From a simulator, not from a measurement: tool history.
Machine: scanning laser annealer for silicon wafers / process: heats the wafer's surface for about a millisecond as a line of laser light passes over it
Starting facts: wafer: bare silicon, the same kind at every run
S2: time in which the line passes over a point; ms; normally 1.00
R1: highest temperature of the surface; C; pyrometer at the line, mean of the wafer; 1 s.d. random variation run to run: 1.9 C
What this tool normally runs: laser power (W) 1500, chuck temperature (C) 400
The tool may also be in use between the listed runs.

run 1 hour=0.0 | laser_power_(W)=1500 S2=1.00 chuck_temperature_(C)=400 | R1=1174
run 2 hour=32.5 | laser_power_(W)=1500 S2=1.00 chuck_temperature_(C)=400 | R1=1174
run 3 hour=67.3 | laser_power_(W)=1500 S2=1.00 chuck_temperature_(C)=400 | R1=1178
run 4 hour=85.8 | laser_power_(W)=1500 S2=1.00 chuck_temperature_(C)=400 | R1=1171
run 5 hour=118.4 | laser_power_(W)=1500 S2=1.21 chuck_temperature_(C)=400 | R1=1265
run 6 hour=158.3 | laser_power_(W)=1500 S2=1.21 chuck_temperature_(C)=400 | R1=1263
run 7 hour=189.5 | laser_power_(W)=1500 S2=0.83 chuck_temperature_(C)=400 | R1=1093
run 8 hour=226.6 | laser_power_(W)=1500 S2=0.83 chuck_temperature_(C)=400 | R1=1090
run 9 hour=260.4 | laser_power_(W)=1328 S2=1.00 chuck_temperature_(C)=400 | R1=1065
run 10 hour=282.8 | laser_power_(W)=1328 S2=1.00 chuck_temperature_(C)=400 | R1=1064
run 11 hour=305.2 | laser_power_(W)=1500 S2=1.00 chuck_temperature_(C)=425 | R1=1192
run 12 hour=325.1 | laser_power_(W)=1500 S2=1.00 chuck_temperature_(C)=425 | R1=1195
run 13 hour=351.4 | laser_power_(W)=1500 S2=1.00 chuck_temperature_(C)=425 | R1=1193
run 14 hour=389.9 | laser_power_(W)=1500 S2=1.00 chuck_temperature_(C)=425 | R1=1189
run 15 hour=418.6 | laser_power_(W)=1500 S2=1.07 chuck_temperature_(C)=425 | R1=1219
run 16 hour=459.5 | laser_power_(W)=1500 S2=1.07 chuck_temperature_(C)=425 | R1=1224
run 17 hour=502.2 | laser_power_(W)=1338 S2=1.00 chuck_temperature_(C)=400 | R1=1066
run 18 hour=544.0 | laser_power_(W)=1338 S2=1.00 chuck_temperature_(C)=400 | R1=1068
run 19 hour=564.1 | laser_power_(W)=1338 S2=1.00 chuck_temperature_(C)=400 | R1=1062
run 20 hour=601.7 | laser_power_(W)=1338 S2=0.88 chuck_temperature_(C)=400 | R1=1015
run 21 hour=628.3 | laser_power_(W)=1339 S2=1.15 chuck_temperature_(C)=392 | R1=1111
run 22 hour=657.8 | laser_power_(W)=1339 S2=1.15 chuck_temperature_(C)=392 | R1=1114
run 23 hour=683.9 | laser_power_(W)=1308 S2=0.84 chuck_temperature_(C)=385 | R1=968
run 24 hour=722.5 | laser_power_(W)=1308 S2=0.84 chuck_temperature_(C)=385 | R1=967
-- hour=730.1 window over the wafer cleaned
run 25 hour=757.8 | laser_power_(W)=1308 S2=0.84 chuck_temperature_(C)=385 | R1=978
run 26 hour=782.4 | laser_power_(W)=1308 S2=0.84 chuck_temperature_(C)=385 | R1=976
run 27 hour=804.9 | laser_power_(W)=1573 S2=0.75 chuck_temperature_(C)=390 | R1=1085
run 28 hour=838.2 | laser_power_(W)=1435 S2=0.75 chuck_temperature_(C)=395 | R1=1012
run 29 hour=858.5 | laser_power_(W)=1600 S2=1.17 chuck_temperature_(C)=401 | R1=1320
run 30 hour=876.7 | laser_power_(W)=1600 S2=1.17 chuck_temperature_(C)=401 | R1=1320
run 31 hour=905.4 | laser_power_(W)=1618 S2=0.87 chuck_temperature_(C)=397 | R1=1177

Estimate the outcome of run 32 from the log above:
run 32 hour=940.8 | laser_power_(W)=1618 S2=0.87 chuck_temperature_(C)=397 | R1=?

R1: 1179 C
With the hidden condition absent and the run-to-run variation left alone, this run would have shown R1 1197 C.
